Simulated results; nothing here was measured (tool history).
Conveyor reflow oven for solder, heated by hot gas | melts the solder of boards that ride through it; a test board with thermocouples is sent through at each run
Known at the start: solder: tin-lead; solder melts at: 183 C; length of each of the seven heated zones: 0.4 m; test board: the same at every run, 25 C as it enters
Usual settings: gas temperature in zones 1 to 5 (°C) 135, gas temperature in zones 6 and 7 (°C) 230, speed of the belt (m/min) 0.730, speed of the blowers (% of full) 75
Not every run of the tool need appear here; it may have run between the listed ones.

| run | hour | gas temperature in zones 1 to 5 (°C) | gas temperature in zones 6 and 7 (°C) | speed of the belt (m/min) | speed of the blowers (% of full) | highest temperature of the board (°C) | time above the solder's melting point (s) |
|---|---|---|---|---|---|---|---|
| 1 | 0.0 | 135 | 230 | 0.730 | 75 | 214.2 | 46.0 |
| 2 | 30.1 | 135 | 230 | 0.730 | 75 | 214.5 | 46.5 |
| 3 | 74.9 | 135 | 230 | 0.730 | 75 | 213.2 | 46.8 |
| 4 | 110.8 | 135 | 230 | 0.730 | 75 | 213.4 | 45.4 |
| 5 | 159.4 | 135 | 230 | 0.730 | 75 | 212.7 | 45.8 |
| 6 | 201.5 | 135 | 230 | 0.730 | 75 | 211.7 | 46.1 |
| 7 | 243.8 | 133 | 230 | 0.730 | 75 | 212.6 | 44.4 |
| 8 | 284.3 | 135 | 230 | 0.730 | 75 | 212.1 | 45.6 |
| 9 | 322.5 | 135 | 230 | 0.847 | 75 | 207.2 | 33.5 |
| 10 | 358.2 | 135 | 224 | 0.730 | 75 | 206.5 | 41.0 |
| 11 | 378.9 | 135 | 230 | 0.593 | 75 | 217.0 | 61.7 |
| 12 | 405.7 | 135 | 230 | 0.730 | 75 | 210.6 | 45.1 |
|  | 430.2 | flux residue cleaned out of gas plates and filters |
| 13 | 457.5 | 135 | 230 | 0.730 | 75 | 214.1 | 47.0 |
| 14 | 504.5 | 135 | 230 | 0.730 | 75 | 213.5 | 46.0 |
| 15 | 552.9 | 135 | 222 | 0.730 | 75 | 206.4 | 41.0 |
| 16 | 593.0 | 133 | 230 | 0.730 | 56 | 205.8 | 37.9 |
| 17 | 640.7 | 135 | 219 | 0.730 | 70 | 201.9 | 36.2 |
| 18 | 682.5 | 146 | 230 | 0.730 | 75 | 214.3 | 50.0 |
| 19 | 730.2 | 135 | 230 | 0.730 | 67 | 209.4 | 42.4 |
| 20 | 776.1 | 135 | 230 | 0.733 | 53 | 204.2 | 36.2 |
| 21 | 809.3 | 135 | 230 | 0.586 | 75 | 217.6 | 63.3 |
| 22 | 829.9 | 143 | 230 | 0.700 | 89 | 216.5 | 53.1 |
|  | 859.3 | flux residue cleaned out of gas plates and filters |
| 23 | 859.3 | 122 | 245 | 0.700 | 51 | 216.4 | 45.3 |
| 24 | 907.1 | 148 | 245 | 0.879 | 51 | 213.1 | 39.2 |
| 25 | 932.9 | 137 | 230 | 0.788 | 70 | 209.9 | 40.6 |
| 26 | 968.2 | 141 | 228 | 0.730 | 75 | 212.3 | 47.7 |
|  | 993.5 | belt drive overhauled, speed set with a stopwatch |
| 27 | 1017.8 | 126 | 230 | 0.730 | 75 | 210.1 | 40.6 |
| 28 | 1058.1 | 126 | 230 | 0.730 | 75 | 209.6 | 39.8 |
| 29 | 1082.0 | 126 | 230 | 0.730 | 75 | 210.3 | 40.4 |
| 30 | 1130.4 | 126 | 230 | 0.730 | 75 | 209.8 | 40.0 |

Predict each of these 5 candidate next runs independently; none follows another, all start after run 30:
| A | 1169.8 | 147 | 230 | 0.721 | 88 | ? | ? |
| B | 1169.8 | 135 | 234 | 0.650 | 84 | ? | ? |
| C | 1169.8 | 128 | 243 | 0.730 | 75 | ? | ? |
| D | 1169.8 | 150 | 228 | 0.730 | 73 | ? | ? |
| E | 1169.8 | 124 | 230 | 0.730 | 78 | ? | ? |

| run | highest temperature of the board (°C) | time above the solder's melting point (s) |
|---|---|---|
| A | 216.0 | 51.9 |
| B | 219.8 | 57.3 |
| C | 220.9 | 48.5 |
| D | 211.6 | 49.5 |
| E | 209.2 | 40.0 |
Take away the tool's hidden state, keep each run's random variation, and the runs would have read:
| run | highest temperature of the board (°C) | time above the solder's melting point (s) |
|---|---|---|
| A | 219.2 | 54.0 |
| B | 223.1 | 59.5 |
| C | 224.6 | 50.8 |
| D | 214.6 | 51.8 |
| E | 212.8 | 43.1 |
